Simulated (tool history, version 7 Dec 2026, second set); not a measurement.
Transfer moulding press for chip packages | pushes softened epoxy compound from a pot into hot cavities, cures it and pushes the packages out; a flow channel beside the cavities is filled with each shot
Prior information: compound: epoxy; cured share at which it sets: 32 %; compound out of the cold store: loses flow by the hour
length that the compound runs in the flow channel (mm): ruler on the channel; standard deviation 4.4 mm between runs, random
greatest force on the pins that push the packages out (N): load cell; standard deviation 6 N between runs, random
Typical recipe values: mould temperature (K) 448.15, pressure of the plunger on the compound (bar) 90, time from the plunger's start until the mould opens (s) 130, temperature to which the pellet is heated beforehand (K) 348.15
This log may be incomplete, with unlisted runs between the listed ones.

run   hour  mould temperature (K)  pressure of the plunger on the compound (bar)  time from the plunger's start until the mould opens (s)  temperature to which the pellet is heated beforehand (K)  incoming compound's hours out of the cold store  length that the compound runs in the flow channel (mm)  greatest force on the pins that push the packages out (N)
  1      0                 448.15                                             90                                                      130                                                    348.15                                             37.5                                                     539                                                        228
  2    6.8                 448.15                                             90                                                      130                                                    348.15                                             12.2                                                     615                                                        261
  3   20.3                 448.15                                             90                                                      130                                                    348.15                                             46.3                                                     508                                                        274
  4   33.7                 448.15                                             90                                                      130                                                    348.15                                             27.2                                                     560                                                        298
  5   42.5                 448.15                                             90                                                      130                                                    349.15                                             31.5                                                     547                                                        298
  6   57.5                 448.15                                             90                                                      130                                                    348.15                                             46.1                                                     509                                                        328
  7   71.6                 448.15                                           96.6                                                      130                                                    348.15                                             33.1                                                     559                                                        350
  8     87                 448.15                                           96.6                                                      130                                                    348.15                                             15.3                                                     611                                                        374
      89.6  -- cavities cleaned with cleaning compound and waxed
  9     97                 448.15                                             90                                                      130                                                    348.15                                             21.5                                                     576                                                        453
 10  104.3                 448.15                                             90                                                      130                                                    348.15                                             33.2                                                     538                                                        443
 11    111                 448.15                                             90                                                      130                                                    348.15                                               27                                                     556                                                        455
 12  118.7                 448.15                                             90                                                      130                                                    348.15                                             13.2                                                     603                                                        444
 13  128.3                 448.15                                             90                                                      130                                                    342.15                                               13                                                     594                                                        459
 14  135.3                 448.15                                             90                                                      130                                                    342.15                                             28.9                                                     550                                                        463
     143.8  -- cavities cleaned with cleaning compound and waxed, once more
 15  149.4                 441.15                                             90                                                      130                                                    342.15                                             17.2                                                     595                                                        351
 16  164.6                 445.15                                             90                                                      125                                                    342.15                                             15.7                                                     592                                                        330
 17    173                 445.15                                             90                                                      147                                                    348.15                                             38.8                                                     525                                                        269
 18  185.1                 448.15                                           79.6                                                      162                                                    348.15                                             34.9                                                     501                                                        270
 19  194.3                 448.15                                           79.6                                                      162                                                    348.15                                             38.5                                                     490                                                        278
 20  206.5                 442.15                                           68.9                                                      162                                                    353.15                                             35.4                                                     473                                                        315
 21  216.9                 448.15                                             90                                                      157                                                    348.15                                              9.2                                                     607                                                        312
 22  227.4                 454.15                                             90                                                      157                                                    348.15                                             27.5                                                     541                                                        310
 23  239.1                 454.15                                             90                                                      113                                                    340.15                                             10.7                                                     585                                                        356
     243.5  -- cavities cleaned with cleaning compound and waxed
 24  248.2                 443.15                                             90                                                      153                                                    348.15                                             23.7                                                     559                                                        237
 25  262.9                 443.15                                             93                                                      137                                                    354.15                                             23.6                                                     577                                                        309
 26  270.9                 443.15                                             93                                                      147                                                    354.15                                             42.1                                                     520                                                        285
 27  281.7                 455.15                                           76.3                                                      154                                                    354.15                                             15.1                                                     520                                                        268
 28  289.5                 455.15                                           76.3                                                      154                                                    354.15                                             27.3                                                     487                                                        280

Here are 3 independent what-if runs from the current tool condition. What would each one return?
  A  302.5                 451.15                                           76.3                                                      154                                                    354.15                                             45.3                                                       ?                                                          ?
  B  302.5                 448.15                                             90                                                      141                                                    342.15                                              9.4                                                       ?                                                          ?
  C  302.5                 449.15                                             90                                                      130                                                    351.15                                             15.5                                                       ?                                                          ?

run  length that the compound runs in the flow channel (mm)  greatest force on the pins that push the packages out (N)
  A                                                     452                                                        284
  B                                                     596                                                        315
  C                                                     571                                                        318
With no hidden state in the tool, these same runs would have given:
run  length that the compound runs in the flow channel (mm)  greatest force on the pins that push the packages out (N)
  A                                                     495                                                        194
  B                                                     653                                                        212
  C                                                     625                                                        215

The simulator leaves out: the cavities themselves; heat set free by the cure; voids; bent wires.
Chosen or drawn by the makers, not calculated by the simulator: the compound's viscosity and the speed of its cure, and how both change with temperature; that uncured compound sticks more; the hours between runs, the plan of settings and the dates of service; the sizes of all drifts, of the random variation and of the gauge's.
